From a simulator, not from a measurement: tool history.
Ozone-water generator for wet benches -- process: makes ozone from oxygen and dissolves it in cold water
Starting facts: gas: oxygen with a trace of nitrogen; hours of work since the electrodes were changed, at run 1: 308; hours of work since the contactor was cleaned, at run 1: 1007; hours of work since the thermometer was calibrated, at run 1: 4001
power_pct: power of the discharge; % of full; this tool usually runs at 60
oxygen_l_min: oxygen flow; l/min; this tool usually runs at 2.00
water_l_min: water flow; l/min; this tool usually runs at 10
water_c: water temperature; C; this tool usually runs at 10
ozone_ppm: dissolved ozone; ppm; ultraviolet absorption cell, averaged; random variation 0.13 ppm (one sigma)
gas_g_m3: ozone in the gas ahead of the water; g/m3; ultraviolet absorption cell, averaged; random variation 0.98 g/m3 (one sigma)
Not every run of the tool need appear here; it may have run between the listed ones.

run    hour  power_pct  oxygen_l_min  water_l_min  water_c  hours of work since the electrodes were changed  hours of work since the contactor was cleaned  hours of work since the thermometer was calibrated  ozone_ppm  gas_g_m3
  1     0.0         60          2.00           10       10                                              308                                           1007                                                4001       13.9     168.2
       21.5  -- water thermometer calibrated
  2   113.5         45          2.00           10       10                                              408                                           1107                                                  82       11.0     136.1
  3   201.2         60          2.00           10        9                                              486                                           1185                                                 160       13.9     170.3
  4   260.8         60          2.00           10        9                                              539                                           1238                                                 213       13.9     170.0
  5   324.0         60          2.00           10        9                                              595                                           1294                                                 269       13.8     169.9
  6   388.8         60          2.00           10        9                                              653                                           1352                                                 326       13.8     167.8
  7   509.7         60          2.00           10       10                                              760                                           1459                                                 434       13.7     170.5
  8   601.5         60          2.00           10       10                                              842                                           1541                                                 515       13.5     170.1
  9   670.3         60          2.00           10       10                                              903                                           1602                                                 577       13.5     169.5
 10   789.3         96          2.00           10       10                                             1009                                           1708                                                 682       19.2     241.1
 11   921.8         60          2.00           10        8                                             1126                                           1825                                                 800       14.1     169.8
 12   999.1         60          2.52           10       10                                             1195                                           1894                                                 869       13.5     145.4
 13  1099.2         60          2.52           10       10                                             1284                                           1983                                                 958       13.6     145.3
 14  1241.3         60          2.52           10       10                                             1410                                           2109                                                1084       13.8     146.1
 15  1348.6         60          2.00           10       11                                             1506                                           2205                                                1179       13.4     170.3
 16  1444.1         93          2.00           10       16                                             1591                                           2290                                                1264       17.6     234.7
 17  1546.6         93          2.00           10       16                                             1682                                           2381                                                1355       17.7     234.4
 18  1636.4         90          2.00           10       10                                             1761                                           2460                                                1435       18.3     230.1
 19  1739.8         60          2.00           11       10                                             1853                                           2552                                                1527       12.3     170.9
 20  1812.7         60          2.94           11       14                                             1918                                           2617                                                1592       11.6     131.3
 21  1925.5         60          2.94           11        7                                             2018                                           2717                                                1692       12.6     132.6
 22  2038.1         79          2.45           10       10                                             2118                                           2818                                                1792       16.8     180.9
 23  2184.0         63          2.00            7       11                                             2248                                           2947                                                1922       19.9     178.1
 24  2269.4         63          2.00            7       11                                             2324                                           3023                                                1998       20.1     179.7
 25  2355.4         60          1.15           10        8                                             2400                                           3099                                                2074       13.6     251.7
 26  2496.3         60          2.00           10       16                                             2526                                           3225                                                2199       13.0     172.1
 27  2577.1         60          2.00           10       16                                             2597                                           3296                                                2271       12.9     173.9
 28  2663.0         60          2.00           10       17                                             2674                                           3373                                                2347       12.8     169.3
 29  2792.5         49          2.00           10        9                                             2789                                           3488                                                2463       11.7     149.0
     2831.7  -- contactor cleaned
 30  2904.0         49          2.00           10        9                                             2884                                             64                                                2558       11.8     149.4

Branching from run 30: 3 alternative next runs. What would each branch give?
  A  2982.4         49          2.00           10       12                                             2954                                            134                                                2628          ?         ?
  B  2982.4         49          2.17           13        9                                             2954                                            134                                                2628          ?         ?
  C  2982.4         56          1.27            6       10                                             2954                                            134                                                2628          ?         ?

run  ozone_ppm  gas_g_m3
  A       11.4     148.3
  B        9.0     141.2
  C       21.9     224.5
Stripped of hidden state, with their random variation kept, the same runs would have yielded:
run  ozone_ppm  gas_g_m3
  A       11.4     145.0
  B        9.0     138.2
  C       21.9     219.7
